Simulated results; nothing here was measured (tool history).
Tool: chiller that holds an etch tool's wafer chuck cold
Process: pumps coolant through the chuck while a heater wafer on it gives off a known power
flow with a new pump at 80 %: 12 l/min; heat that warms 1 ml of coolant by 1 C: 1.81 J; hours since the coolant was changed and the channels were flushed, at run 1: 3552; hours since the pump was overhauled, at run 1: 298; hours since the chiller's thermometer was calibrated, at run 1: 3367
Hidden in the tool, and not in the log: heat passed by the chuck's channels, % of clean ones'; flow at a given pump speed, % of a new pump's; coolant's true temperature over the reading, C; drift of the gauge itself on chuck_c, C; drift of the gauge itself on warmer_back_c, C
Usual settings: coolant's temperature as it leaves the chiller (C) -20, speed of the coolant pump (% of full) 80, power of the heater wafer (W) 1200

run,hour,coolant's temperature as it leaves the chiller (C),speed of the coolant pump (% of full),power of the heater wafer (W),hours since the coolant was changed and the channels were flushed,hours since the pump was overhauled,hours since the chiller's thermometer was calibrated,chuck's temperature once it has settled (C),how much warmer the coolant comes back (C)
1,0,-20,80,1200,3552,298,3367,-5.4,3.3
2,69.5,-28,80,1200,3622,368,3437,-13.2,3.28
3,134.3,-28,80,1200,3687,433,3501,-13.3,3.3
4,163.9,-20,80,1200,3716,462,3531,-5.2,3.29
5,195.8,-20,80,1200,3748,494,3563,-5.1,3.32
6,231,-20,80,784,3783,529,3598,-10.5,2.22
7,280.7,-20,80,784,3833,579,3648,-10.3,2.18
8,345.5,-20,96,1200,3898,644,3713,-7.5,2.67
9,394.9,-20,71,1200,3947,693,3762,-3.3,3.75
10,437.3,-20,71,1200,3990,736,3804,-3.3,3.8
11,469.5,-20,71,1200,4022,768,3837,-3.1,3.78
12,521.1,-20,71,1200,4073,819,3888,-3.1,3.8
13,584,-26,94,1200,4136,882,3951,-13.3,2.74
14,631.8,-12,94,1200,4184,930,3999,0.7,2.78
15,664.8,-20,72,807,4217,963,4032,-9.3,2.5
16,720.5,-18,64,1200,4273,1019,4088,0.7,4.24
17,776.7,-20,80,684,4329,1075,4144,-11.5,1.88

Forecast run 18:
18,843.6,-20,80,684,4396,1142,4211,?,?

{"run 18": {"chuck's temperature once it has settled (C)": -11.8, "how much warmer the coolant comes back (C)": 1.89}}
Without the tool's hidden state the same run would have given chuck's temperature once it has settled (C) -12.2, how much warmer the coolant comes back (C) 1.87.

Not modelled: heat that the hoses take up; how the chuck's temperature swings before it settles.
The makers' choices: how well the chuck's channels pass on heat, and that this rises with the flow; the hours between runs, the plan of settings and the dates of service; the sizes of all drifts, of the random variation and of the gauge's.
